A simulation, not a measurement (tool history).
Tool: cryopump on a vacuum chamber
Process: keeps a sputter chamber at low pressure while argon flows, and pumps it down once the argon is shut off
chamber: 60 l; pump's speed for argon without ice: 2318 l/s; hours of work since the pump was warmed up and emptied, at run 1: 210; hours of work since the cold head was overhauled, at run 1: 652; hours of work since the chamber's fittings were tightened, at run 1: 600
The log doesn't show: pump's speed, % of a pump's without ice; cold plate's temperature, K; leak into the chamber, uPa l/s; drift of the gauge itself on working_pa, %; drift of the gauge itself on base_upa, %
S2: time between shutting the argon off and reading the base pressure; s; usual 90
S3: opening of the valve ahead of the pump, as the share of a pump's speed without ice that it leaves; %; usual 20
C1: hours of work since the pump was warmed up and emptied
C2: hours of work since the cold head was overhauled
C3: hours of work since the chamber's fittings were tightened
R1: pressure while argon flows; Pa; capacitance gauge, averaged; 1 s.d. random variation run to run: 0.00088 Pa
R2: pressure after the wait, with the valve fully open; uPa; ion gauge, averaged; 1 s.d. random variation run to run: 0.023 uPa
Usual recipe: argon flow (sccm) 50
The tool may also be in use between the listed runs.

{"run": 1, "hour": 0.0, "argon flow (sccm)": 50, "S2": 90, "S3": 20, "C1": 210, "C2": 652, "C3": 600, "R1": 0.1893, "R2": 1.46}
{"run": 2, "hour": 14.4, "argon flow (sccm)": 50, "S2": 90, "S3": 20, "C1": 220, "C2": 662, "C3": 609, "R1": 0.1898, "R2": 1.42}
{"run": 3, "hour": 35.8, "argon flow (sccm)": 50, "S2": 222, "S3": 20, "C1": 234, "C2": 676, "C3": 624, "R1": 0.19, "R2": 1.16}
{"run": 4, "hour": 51.4, "argon flow (sccm)": 50, "S2": 122, "S3": 20, "C1": 244, "C2": 686, "C3": 634, "R1": 0.1913, "R2": 1.35}
{"run": 5, "hour": 69.6, "argon flow (sccm)": 50, "S2": 90, "S3": 49, "C1": 256, "C2": 698, "C3": 646, "R1": 0.0835, "R2": 1.48}
{"run": 6, "hour": 94.2, "argon flow (sccm)": 50, "S2": 90, "S3": 20, "C1": 272, "C2": 714, "C3": 662, "R1": 0.1927, "R2": 1.62}
{"run": 7, "hour": 112.3, "argon flow (sccm)": 50, "S2": 90, "S3": 19, "C1": 284, "C2": 726, "C3": 674, "R1": 0.2024, "R2": 1.59}
{"run": 8, "hour": 127.3, "argon flow (sccm)": 50, "S2": 90, "S3": 45, "C1": 294, "C2": 736, "C3": 684, "R1": 0.0918, "R2": 1.67}
{"run": 9, "hour": 142.5, "argon flow (sccm)": 25, "S2": 90, "S3": 28, "C1": 304, "C2": 746, "C3": 694, "R1": 0.0705, "R2": 1.68}
{"run": 10, "hour": 165.9, "argon flow (sccm)": 22, "S2": 90, "S3": 22, "C1": 320, "C2": 761, "C3": 709, "R1": 0.0787, "R2": 1.65}
{"run": 11, "hour": 183.4, "argon flow (sccm)": 54, "S2": 200, "S3": 42, "C1": 331, "C2": 773, "C3": 721, "R1": 0.1066, "R2": 1.46}
{"run": 12, "hour": 202.8, "argon flow (sccm)": 22, "S2": 54, "S3": 42, "C1": 344, "C2": 786, "C3": 733, "R1": 0.0436, "R2": 2.14}
{"run": 13, "hour": 219.7, "argon flow (sccm)": 22, "S2": 54, "S3": 42, "C1": 355, "C2": 797, "C3": 744, "R1": 0.0452, "R2": 2.14}
{"run": 14, "hour": 243.4, "argon flow (sccm)": 34, "S2": 38, "S3": 32, "C1": 371, "C2": 812, "C3": 760, "R1": 0.0873, "R2": 2.54}
{"run": 15, "hour": 262.3, "argon flow (sccm)": 50, "S2": 152, "S3": 20, "C1": 383, "C2": 825, "C3": 772, "R1": 0.1975, "R2": 1.69}

A few steps of R1 between consecutive runs. Split each: what settings, incoming material and random variation would produce without the hidden state, and what is left over for the hidden state, along with gauge scatter present in only one of the two compared results (measured, and without hidden state):
Run 7 -> 8: S3 19 -> 45. R1 -0.1106 Pa: hidden state +0.0004, all else -0.111.
Run 10 -> 11: argon flow (sccm) 22 -> 54, S2 90 -> 200, S3 22 -> 42. R1 +0.0279 Pa: hidden state +0.0078, all else +0.0201.
